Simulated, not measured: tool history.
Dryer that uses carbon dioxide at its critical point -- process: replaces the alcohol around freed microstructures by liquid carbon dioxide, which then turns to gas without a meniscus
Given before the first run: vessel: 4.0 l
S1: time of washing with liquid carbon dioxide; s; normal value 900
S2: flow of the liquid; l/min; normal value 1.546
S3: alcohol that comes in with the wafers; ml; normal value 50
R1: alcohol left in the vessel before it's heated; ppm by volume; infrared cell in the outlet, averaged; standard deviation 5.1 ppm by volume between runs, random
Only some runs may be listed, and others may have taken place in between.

run  hour   S1     S2   S3   R1
  1     0  900  1.546   50  159
  2  13.7  900  1.546   26  108
  3    29  900  1.546  107  325
  4  45.3  900  1.546  107  313
  5  55.7  900  1.546  107  325
  6  67.2  900  1.546  107  331
  7    75  900  1.546  107  336

For run 8, what comes out?
     81.4  -- inlet filter changed
  8    90  660  1.546  50   ?

Run 8 measured R1 293 ppm by volume.
If the tool had no hidden condition, the same run with the same run-to-run variation would have returned R1 249 ppm by volume.
